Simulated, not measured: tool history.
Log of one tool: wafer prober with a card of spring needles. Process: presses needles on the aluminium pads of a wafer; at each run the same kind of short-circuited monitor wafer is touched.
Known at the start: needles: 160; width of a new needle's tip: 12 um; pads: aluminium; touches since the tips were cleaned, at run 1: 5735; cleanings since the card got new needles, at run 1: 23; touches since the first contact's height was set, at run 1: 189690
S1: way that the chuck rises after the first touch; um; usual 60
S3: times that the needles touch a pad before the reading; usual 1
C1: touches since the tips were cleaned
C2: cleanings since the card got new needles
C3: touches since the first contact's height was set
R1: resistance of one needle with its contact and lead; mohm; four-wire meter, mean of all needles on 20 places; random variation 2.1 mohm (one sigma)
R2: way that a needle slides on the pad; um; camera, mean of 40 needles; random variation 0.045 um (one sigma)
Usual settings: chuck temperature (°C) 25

Run 1, hour 0.0: usual settings; C1 5735; C2 23; C3 189690. Result: R1 383 mohm, R2 11.81 um.
At hour 4.6: tips cleaned on abrasive film.
At hour 25.4: tips cleaned on abrasive film.
Run 2, hour 41.8: usual settings but chuck temperature (°C) 87; C1 5728; C2 25; C3 204203. Result: R1 383 mohm, R2 11.55 um.
At hour 46.6: tips cleaned on abrasive film.
At hour 68.6: tips cleaned on abrasive film.
Run 3, hour 86.5: usual settings but chuck temperature (°C) 58; C1 6233; C2 27; C3 219699. Result: R1 387 mohm, R2 11.48 um.
At hour 91.3: tips cleaned on abrasive film.
At hour 115.0: tips cleaned on abrasive film.
At hour 120.0: height of the first contact set anew.
At hour 135.0: tips cleaned on abrasive film.
Run 4, hour 135.0: usual settings but chuck temperature (°C) 58; C1 0; C2 30; C3 5178. Result: R1 254 mohm, R2 12.24 um.
At hour 158.4: tips cleaned on abrasive film.
At hour 178.4: tips cleaned on abrasive film.
Run 5, hour 187.3: usual settings but S1 68 um; C1 3122; C2 32; C3 23369. Result: R1 326 mohm, R2 13.86 um.
At hour 200.5: tips cleaned on abrasive film.
At hour 222.5: tips cleaned on abrasive film.
At hour 240.7: tips cleaned on abrasive film, once more.
Run 6, hour 245.4: usual settings but S3 2; C1 1633; C2 35; C3 43516. Result: R1 279 mohm, R2 12.23 um.
At hour 264.4: tips cleaned on abrasive film.
Run 7, hour 282.3: usual settings but S3 2; C1 6233; C2 36; C3 56324. Result: R1 319 mohm, R2 12.19 um.
At hour 286.9: tips cleaned on abrasive film.
At hour 310.2: tips cleaned on abrasive film.
At hour 331.4: tips cleaned on abrasive film.
Run 8, hour 349.5: usual settings; C1 6334; C2 39; C3 79669. Result: R1 383 mohm, R2 12.07 um.
At hour 353.0: tips cleaned on abrasive film.
At hour 374.1: tips cleaned on abrasive film.
Run 9, hour 381.3: usual settings but S3 3; C1 2515; C2 41; C3 90664. Result: R1 273 mohm, R2 12.10 um.
At hour 395.0: tips cleaned on abrasive film.
At hour 417.6: tips cleaned on abrasive film.
At hour 438.5: tips cleaned on abrasive film.
Run 10, hour 445.5: usual settings but S3 3; C1 2449; C2 44; C3 112958. Result: R1 276 mohm, R2 11.99 um.
At hour 459.8: tips cleaned on abrasive film.
At hour 480.2: tips cleaned on abrasive film.
At hour 502.5: tips cleaned on abrasive film.
Run 11, hour 502.5: usual settings; C1 0; C2 47; C3 132716. Result: R1 258 mohm, R2 11.92 um.
At hour 526.2: tips cleaned on abrasive film.
At hour 547.6: tips cleaned on abrasive film.
Run 12, hour 560.7: usual settings; C1 4598; C2 49; C3 152951. Result: R1 386 mohm, R2 11.81 um.
At hour 570.3: tips cleaned on abrasive film.
At hour 593.4: tips cleaned on abrasive film.
At hour 615.8: tips cleaned on abrasive film.
Run 13, hour 630.4: usual settings; C1 5093; C2 52; C3 177138. Result: R1 388 mohm, R2 11.83 um.
At hour 635.2: tips cleaned on abrasive film.
At hour 657.9: tips cleaned on abrasive film.
Run 14, hour 671.8: usual settings; C1 4844; C2 54; C3 191496. Result: R1 396 mohm, R2 11.80 um.
At hour 680.0: tips cleaned on abrasive film.
At hour 702.1: tips cleaned on abrasive film.
At hour 722.7: tips cleaned on abrasive film.
Run 15, hour 727.6: usual settings but S1 49 um; C1 1720; C2 57; C3 210840. Result: R1 374 mohm, R2 9.43 um.
At hour 745.5: tips cleaned on abrasive film.
At hour 767.2: tips cleaned on abrasive film.
At hour 786.4: height of the first contact set anew.
At hour 791.2: tips cleaned on abrasive film.
Run 16, hour 797.0: usual settings but S1 50 um; C1 2044; C2 60; C3 3687. Result: R1 369 mohm, R2 10.25 um.
At hour 813.1: tips cleaned on abrasive film.
At hour 834.2: tips cleaned on abrasive film.
At hour 854.1: tips cleaned on abrasive film.
Run 17, hour 854.1: usual settings but S1 65 um; C1 0; C2 63; C3 23494. Result: R1 245 mohm, R2 13.28 um.
At hour 875.6: tips cleaned on abrasive film.
At hour 899.3: tips cleaned on abrasive film.
At hour 920.5: tips cleaned on abrasive film.
Run 18, hour 923.5: usual settings but S1 62 um, chuck temperature (°C) 52, S3 2; C1 1072; C2 66; C3 47584. Result: R1 278 mohm, R2 12.55 um.
At hour 942.2: tips cleaned on abrasive film.
At hour 965.9: tips cleaned on abrasive film.
Run 19, hour 981.9: usual settings; C1 5568; C2 68; C3 67846. Result: R1 400 mohm, R2 12.16 um.
At hour 986.7: tips cleaned on abrasive film.
At hour 1007.3: tips cleaned on abrasive film.
At hour 1028.7: tips cleaned on abrasive film.
Run 20, hour 1042.9: usual settings but S3 2; C1 4947; C2 71; C3 89031. Result: R1 327 mohm, R2 11.95 um.
At hour 1047.8: tips cleaned on abrasive film.
At hour 1070.3: tips cleaned on abrasive film.
Run 21, hour 1076.7: usual settings but S1 61 um, chuck temperature (°C) 82, S3 2; C1 2231; C2 73; C3 100722. Result: R1 304 mohm, R2 12.21 um.
At hour 1090.0: tips cleaned on abrasive film.
At hour 1113.2: tips cleaned on abrasive film.
Run 22, hour 1119.0: usual settings but S1 44 um, chuck temperature (°C) 35, S3 2; C1 2030; C2 75; C3 115419. Result: R1 365 mohm, R2 8.69 um.
At hour 1136.1: tips cleaned on abrasive film.
At hour 1157.6: tips cleaned on abrasive film.
Run 23, hour 1160.1: usual settings; C1 889; C2 77; C3 129670. Result: R1 306 mohm, R2 11.88 um.
At hour 1176.7: tips cleaned on abrasive film.
At hour 1199.1: tips cleaned on abrasive film.
At hour 1221.2: tips cleaned on abrasive film.
Run 24, hour 1229.5: usual settings but S1 79 um, chuck temperature (°C) 63; C1 2887; C2 80; C3 153758. Result: R1 327 mohm, R2 15.70 um.
At hour 1242.6: tips cleaned on abrasive film.
At hour 1263.8: tips cleaned on abrasive film.
Run 25, hour 1263.8: usual settings but S1 68 um, chuck temperature (°C) 48; C1 0; C2 82; C3 165659. Result: R1 251 mohm, R2 13.43 um.
At hour 1286.5: tips cleaned on abrasive film.
At hour 1306.1: tips cleaned on abrasive film.
At hour 1328.0: tips cleaned on abrasive film.
Run 26, hour 1336.1: usual settings but S1 79 um, chuck temperature (°C) 28, S3 2; C1 2848; C2 85; C3 190752. Result: R1 294 mohm, R2 15.62 um.
At hour 1350.3: tips cleaned on abrasive film.
At hour 1371.4: tips cleaned on abrasive film.
Run 27, hour 1374.6: usual settings but S1 79 um, chuck temperature (°C) 28, S3 2; C1 1106; C2 87; C3 204086. Result: R1 266 mohm, R2 15.58 um.

5 ways to go on from here, each from the tool as it stands after run 27. What would each give?
At hour 1392.2: tips cleaned on abrasive film.
At hour 1412.6: tips cleaned on abrasive film.
Run A, hour 1427.6: usual settings but chuck temperature (°C) 62; C1 5219; C2 89; C3 222501. Result: R1 ?, R2 ?.
At hour 1392.2: tips cleaned on abrasive film.
At hour 1412.6: tips cleaned on abrasive film.
Run B, hour 1427.6: usual settings but S1 79 um, chuck temperature (°C) 28, S3 2; C1 5219; C2 89; C3 222501. Result: R1 ?, R2 ?.
At hour 1392.2: tips cleaned on abrasive film.
At hour 1412.6: tips cleaned on abrasive film.
Run C, hour 1427.6: usual settings but S1 69 um, chuck temperature (°C) 28, S3 2; C1 5219; C2 89; C3 222501. Result: R1 ?, R2 ?.
At hour 1392.2: tips cleaned on abrasive film.
At hour 1412.6: tips cleaned on abrasive film.
Run D, hour 1427.6: usual settings but S1 79 um, chuck temperature (°C) 108, S3 2; C1 5219; C2 89; C3 222501. Result: R1 ?, R2 ?.
At hour 1392.2: tips cleaned on abrasive film.
At hour 1412.6: tips cleaned on abrasive film.
Run E, hour 1427.6: usual settings but S1 74 um; C1 5219; C2 89; C3 222501. Result: R1 ?, R2 ?.

run   R1     R2
  A  421  11.71
  B  304  15.56
  C  324  13.47
  D  316  15.59
  E  359  14.52
Without the tool's hidden state the same runs would have given:
run   R1     R2
  A  245  12.35
  B  236  16.20
  C  237  14.12
  D  255  16.24
  E  234  15.16
